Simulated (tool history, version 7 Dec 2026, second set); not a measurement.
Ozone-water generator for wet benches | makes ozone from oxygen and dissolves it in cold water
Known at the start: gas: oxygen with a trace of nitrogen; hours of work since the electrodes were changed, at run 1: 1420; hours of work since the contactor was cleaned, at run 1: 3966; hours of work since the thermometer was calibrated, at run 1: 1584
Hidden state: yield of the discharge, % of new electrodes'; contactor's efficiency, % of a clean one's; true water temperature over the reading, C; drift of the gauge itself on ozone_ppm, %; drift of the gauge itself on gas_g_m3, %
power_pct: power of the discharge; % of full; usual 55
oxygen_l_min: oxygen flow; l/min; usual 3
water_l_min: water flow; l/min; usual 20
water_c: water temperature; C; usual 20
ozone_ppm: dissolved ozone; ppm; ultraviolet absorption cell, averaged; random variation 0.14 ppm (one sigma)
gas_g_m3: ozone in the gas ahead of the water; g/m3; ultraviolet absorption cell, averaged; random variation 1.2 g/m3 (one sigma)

run    hour  power_pct  oxygen_l_min  water_l_min  water_c  hours of work since the electrodes were changed  hours of work since the contactor was cleaned  hours of work since the thermometer was calibrated  ozone_ppm  gas_g_m3
  1       0         55             3           20       20                                             1420                                           3966                                                1584       15.9     207.5
  2    60.2         55             3           20       20                                             1461                                           4007                                                1624       15.7     208.6
  3     102         55             3           20       20                                             1489                                           4034                                                1652       15.6     206.9
  4   145.5         55             3           20       20                                             1518                                           4064                                                1682       15.7     207.6
  5   195.1         55             3           20       20                                             1551                                           4097                                                1715       15.7     206.4
  6   242.5         55             3           20       20                                             1583                                           4128                                                1746       15.6     207.8
  7   302.5         55          3.03           20       20                                             1623                                           4169                                                1787       15.8     206.6
  8   332.2         55          3.03           20       20                                             1643                                           4188                                                1806       15.7     206.9
  9   389.4         55             3           20       20                                             1681                                           4227                                                1845       15.4     206.7
 10   449.4         55             3           20       16                                             1721                                           4267                                                1885       16.1     207.5
 11   511.2         55             3           20       16                                             1762                                           4308                                                1926         16     208.1
 12   558.2         55             3           20       16                                             1794                                           4340                                                1958       15.8     205.1
 13   606.3         55             3           13       20                                             1826                                           4372                                                1990       21.5     203.9
 14   662.6         55             3           20       17                                             1864                                           4410                                                2028       15.8     205.8
 15   723.4         55             3           20       17                                             1904                                           4450                                                2068       15.9     204.3
 16   773.8         55             3           20       20                                             1938                                           4484                                                2102       15.5     204.4
 17   838.1         55             3           20       20                                             1981                                           4527                                                2145       15.2     203.8
 18   877.9         55             3           20       20                                             2008                                           4554                                                2172       15.1     203.6
 19   923.4         55          3.98           20       17                                             2038                                           4584                                                2202       16.3     177.3
 20   954.4         55          3.98           20       17                                             2059                                           4605                                                2223       16.4     177.4
 21  1006.6         80          3.98           20       17                                             2094                                           4640                                                2258       22.4     240.1
 22  1049.3         55           1.5           20       23                                             2123                                           4668                                                2286       12.5     286.5
 23  1082.9         55           1.5           20       23                                             2145                                           4691                                                2309       12.7     285.7
 24  1125.5         55           1.5           20       23                                             2174                                           4719                                                2337       12.6     286.7
 25    1175         55           1.5           20       23                                             2207                                           4753                                                2370       12.4     282.9
 26  1233.2         55           1.5           20       23                                             2246                                           4791                                                2409       12.3     284.6
 27    1278         53          1.73           12       17                                             2276                                           4821                                                2439       20.7     256.2
 28  1319.7         52          1.73           12       19                                             2304                                           4849                                                2467       20.2     251.8
 29  1361.5         69          2.64           27       19                                             2331                                           4877                                                2495       13.8     257.1
 30  1415.9         85           5.2           21       19                                             2368                                           4914                                                2532       22.6     220.1
 31  1473.2         85          3.15           23       24                                             2406                                           4952                                                2570       18.3     280.8
 32  1519.1         83          4.17           23       13                                             2437                                           4983                                                2601         21     240.5

Hidden state or all else? Some run-to-run changes of ozone_ppm, split into what the settings, what came in and random variation would give without the hidden state, and what is left for the hidden state (with any gauge scatter that isn't in both results):
Run 20 -> 21: power_pct 55 -> 80. ozone_ppm +6 ppm: hidden state -1.7, all else +7.7.
Run 21 -> 22: power_pct 80 -> 55, oxygen_l_min 3.98 -> 1.5, water_c 17 -> 23. ozone_ppm -9.9 ppm: hidden state +2.1, all else -12.
Run 26 -> 27: power_pct 55 -> 53, oxygen_l_min 1.5 -> 1.73, water_l_min 20 -> 12, water_c 23 -> 17. ozone_ppm +8.4 ppm: hidden state -1, all else +9.4.
Run 29 -> 30: power_pct 69 -> 85, oxygen_l_min 2.64 -> 5.2, water_l_min 27 -> 21. ozone_ppm +8.8 ppm: hidden state -2.2, all else +11.

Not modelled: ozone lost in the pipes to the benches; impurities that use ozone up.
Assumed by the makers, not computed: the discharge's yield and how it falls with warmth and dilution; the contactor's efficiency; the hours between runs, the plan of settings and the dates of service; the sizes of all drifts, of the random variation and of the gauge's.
